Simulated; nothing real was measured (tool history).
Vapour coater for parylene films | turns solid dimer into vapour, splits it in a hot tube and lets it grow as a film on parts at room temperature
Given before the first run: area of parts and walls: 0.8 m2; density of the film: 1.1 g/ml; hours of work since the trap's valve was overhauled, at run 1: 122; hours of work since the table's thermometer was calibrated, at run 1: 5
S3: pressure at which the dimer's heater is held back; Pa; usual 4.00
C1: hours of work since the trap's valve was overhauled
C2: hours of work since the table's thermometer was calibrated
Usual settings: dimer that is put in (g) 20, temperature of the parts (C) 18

run 1 hour=0.0 | dimer_that_is_put_in_(g)=20 temperature_of_the_parts_(C)=18 S3=4.00 | C1=122 C2=5 | thickness_of_the_film_(nm)=17600
run 2 hour=9.9 | dimer_that_is_put_in_(g)=16 temperature_of_the_parts_(C)=18 S3=4.00 | C1=129 C2=11 | thickness_of_the_film_(nm)=14120
run 3 hour=19.7 | dimer_that_is_put_in_(g)=16 temperature_of_the_parts_(C)=23 S3=4.00 | C1=135 C2=18 | thickness_of_the_film_(nm)=11910
run 4 hour=29.7 | dimer_that_is_put_in_(g)=16 temperature_of_the_parts_(C)=23 S3=4.00 | C1=142 C2=25 | thickness_of_the_film_(nm)=11950
run 5 hour=44.4 | dimer_that_is_put_in_(g)=16 temperature_of_the_parts_(C)=23 S3=4.00 | C1=152 C2=35 | thickness_of_the_film_(nm)=11810
run 6 hour=53.3 | dimer_that_is_put_in_(g)=16 temperature_of_the_parts_(C)=23 S3=4.00 | C1=158 C2=41 | thickness_of_the_film_(nm)=11900
run 7 hour=63.0 | dimer_that_is_put_in_(g)=27 temperature_of_the_parts_(C)=18 S3=4.00 | C1=165 C2=47 | thickness_of_the_film_(nm)=23930
run 8 hour=74.3 | dimer_that_is_put_in_(g)=27 temperature_of_the_parts_(C)=18 S3=4.00 | C1=172 C2=55 | thickness_of_the_film_(nm)=23600
run 9 hour=85.2 | dimer_that_is_put_in_(g)=27 temperature_of_the_parts_(C)=18 S3=4.00 | C1=180 C2=63 | thickness_of_the_film_(nm)=23740
run 10 hour=93.7 | dimer_that_is_put_in_(g)=27 temperature_of_the_parts_(C)=18 S3=4.00 | C1=186 C2=68 | thickness_of_the_film_(nm)=23780
run 11 hour=102.4 | dimer_that_is_put_in_(g)=27 temperature_of_the_parts_(C)=18 S3=4.00 | C1=192 C2=74 | thickness_of_the_film_(nm)=23690
run 12 hour=117.0 | dimer_that_is_put_in_(g)=27 temperature_of_the_parts_(C)=18 S3=7.02 | C1=202 C2=84 | thickness_of_the_film_(nm)=21750
run 13 hour=125.4 | dimer_that_is_put_in_(g)=20 temperature_of_the_parts_(C)=18 S3=4.00 | C1=207 C2=90 | thickness_of_the_film_(nm)=17450
run 14 hour=132.2 | dimer_that_is_put_in_(g)=20 temperature_of_the_parts_(C)=18 S3=4.00 | C1=212 C2=95 | thickness_of_the_film_(nm)=17650
run 15 hour=141.0 | dimer_that_is_put_in_(g)=20 temperature_of_the_parts_(C)=25 S3=4.00 | C1=218 C2=101 | thickness_of_the_film_(nm)=13890
run 16 hour=154.2 | dimer_that_is_put_in_(g)=20 temperature_of_the_parts_(C)=25 S3=4.00 | C1=227 C2=110 | thickness_of_the_film_(nm)=13830
run 17 hour=167.1 | dimer_that_is_put_in_(g)=20 temperature_of_the_parts_(C)=25 S3=4.00 | C1=236 C2=118 | thickness_of_the_film_(nm)=13870
run 18 hour=182.0 | dimer_that_is_put_in_(g)=20 temperature_of_the_parts_(C)=25 S3=4.00 | C1=246 C2=129 | thickness_of_the_film_(nm)=13720
run 19 hour=193.2 | dimer_that_is_put_in_(g)=20 temperature_of_the_parts_(C)=25 S3=4.00 | C1=253 C2=136 | thickness_of_the_film_(nm)=13730
run 20 hour=208.7 | dimer_that_is_put_in_(g)=20 temperature_of_the_parts_(C)=25 S3=4.00 | C1=264 C2=147 | thickness_of_the_film_(nm)=13730
run 21 hour=222.2 | dimer_that_is_put_in_(g)=20 temperature_of_the_parts_(C)=25 S3=4.00 | C1=273 C2=156 | thickness_of_the_film_(nm)=13740
run 22 hour=232.7 | dimer_that_is_put_in_(g)=20 temperature_of_the_parts_(C)=18 S3=4.00 | C1=280 C2=163 | thickness_of_the_film_(nm)=17310
run 23 hour=244.6 | dimer_that_is_put_in_(g)=20 temperature_of_the_parts_(C)=18 S3=4.00 | C1=288 C2=171 | thickness_of_the_film_(nm)=17350
run 24 hour=260.1 | dimer_that_is_put_in_(g)=30 temperature_of_the_parts_(C)=23 S3=4.00 | C1=299 C2=182 | thickness_of_the_film_(nm)=22050
run 25 hour=272.5 | dimer_that_is_put_in_(g)=11 temperature_of_the_parts_(C)=23 S3=4.00 | C1=307 C2=190 | thickness_of_the_film_(nm)=8010
-- hour=277.4 trap's valve overhauled
run 26 hour=291.3 | dimer_that_is_put_in_(g)=28 temperature_of_the_parts_(C)=18 S3=2.27 | C1=9 C2=200 | thickness_of_the_film_(nm)=26160
run 27 hour=303.5 | dimer_that_is_put_in_(g)=10 temperature_of_the_parts_(C)=14 S3=5.88 | C1=18 C2=209 | thickness_of_the_film_(nm)=9440
run 28 hour=318.2 | dimer_that_is_put_in_(g)=10 temperature_of_the_parts_(C)=14 S3=5.88 | C1=28 C2=219 | thickness_of_the_film_(nm)=9370
-- hour=328.6 gauge calibrated
run 29 hour=328.8 | dimer_that_is_put_in_(g)=10 temperature_of_the_parts_(C)=14 S3=5.88 | C1=35 C2=226 | thickness_of_the_film_(nm)=9520
run 30 hour=339.2 | dimer_that_is_put_in_(g)=11 temperature_of_the_parts_(C)=13 S3=7.07 | C1=42 C2=233 | thickness_of_the_film_(nm)=10660
run 31 hour=353.0 | dimer_that_is_put_in_(g)=20 temperature_of_the_parts_(C)=17 S3=3.52 | C1=52 C2=242 | thickness_of_the_film_(nm)=18640
run 32 hour=367.5 | dimer_that_is_put_in_(g)=9 temperature_of_the_parts_(C)=24 S3=9.28 | C1=61 C2=252 | thickness_of_the_film_(nm)=5720
run 33 hour=376.0 | dimer_that_is_put_in_(g)=9 temperature_of_the_parts_(C)=24 S3=9.28 | C1=67 C2=258 | thickness_of_the_film_(nm)=5680
run 34 hour=383.1 | dimer_that_is_put_in_(g)=25 temperature_of_the_parts_(C)=30 S3=3.26 | C1=72 C2=263 | thickness_of_the_film_(nm)=15100
run 35 hour=396.0 | dimer_that_is_put_in_(g)=20 temperature_of_the_parts_(C)=18 S3=2.50 | C1=81 C2=272 | thickness_of_the_film_(nm)=18940
run 36 hour=403.5 | dimer_that_is_put_in_(g)=20 temperature_of_the_parts_(C)=18 S3=2.50 | C1=86 C2=277 | thickness_of_the_film_(nm)=18910
run 37 hour=415.6 | dimer_that_is_put_in_(g)=13 temperature_of_the_parts_(C)=22 S3=10.14 | C1=94 C2=285 | thickness_of_the_film_(nm)=8770
run 38 hour=427.2 | dimer_that_is_put_in_(g)=9 temperature_of_the_parts_(C)=20 S3=2.62 | C1=102 C2=293 | thickness_of_the_film_(nm)=7850
run 39 hour=443.0 | dimer_that_is_put_in_(g)=9 temperature_of_the_parts_(C)=20 S3=2.62 | C1=113 C2=304 | thickness_of_the_film_(nm)=7870
run 40 hour=452.4 | dimer_that_is_put_in_(g)=8 temperature_of_the_parts_(C)=25 S3=2.62 | C1=119 C2=310 | thickness_of_the_film_(nm)=5880
run 41 hour=460.6 | dimer_that_is_put_in_(g)=8 temperature_of_the_parts_(C)=14 S3=9.83 | C1=125 C2=316 | thickness_of_the_film_(nm)=7050
run 42 hour=468.2 | dimer_that_is_put_in_(g)=8 temperature_of_the_parts_(C)=15 S3=6.83 | C1=130 C2=321 | thickness_of_the_film_(nm)=7170
run 43 hour=479.5 | dimer_that_is_put_in_(g)=20 temperature_of_the_parts_(C)=16 S3=2.96 | C1=138 C2=328 | thickness_of_the_film_(nm)=19680
run 44 hour=492.0 | dimer_that_is_put_in_(g)=20 temperature_of_the_parts_(C)=16 S3=2.96 | C1=146 C2=337 | thickness_of_the_film_(nm)=19640
run 45 hour=499.9 | dimer_that_is_put_in_(g)=20 temperature_of_the_parts_(C)=18 S3=3.58 | C1=152 C2=342 | thickness_of_the_film_(nm)=17880

3 ways to go on from here, each from the tool as it stands after run 45. What would each give?
run A hour=510.2 | dimer_that_is_put_in_(g)=29 temperature_of_the_parts_(C)=13 S3=6.70 | C1=159 C2=349 | thickness_of_the_film_(nm)=?
run B hour=510.2 | dimer_that_is_put_in_(g)=9 temperature_of_the_parts_(C)=14 S3=9.47 | C1=159 C2=349 | thickness_of_the_film_(nm)=?
run C hour=510.2 | dimer_that_is_put_in_(g)=20 temperature_of_the_parts_(C)=29 S3=2.38 | C1=159 C2=349 | thickness_of_the_film_(nm)=?

run=A thickness_of_the_film_(nm)=27730
run=B thickness_of_the_film_(nm)=7930
run=C thickness_of_the_film_(nm)=13060
With no hidden state in the tool, these same runs would have given:
run=A thickness_of_the_film_(nm)=28150
run=B thickness_of_the_film_(nm)=8050
run=C thickness_of_the_film_(nm)=13250
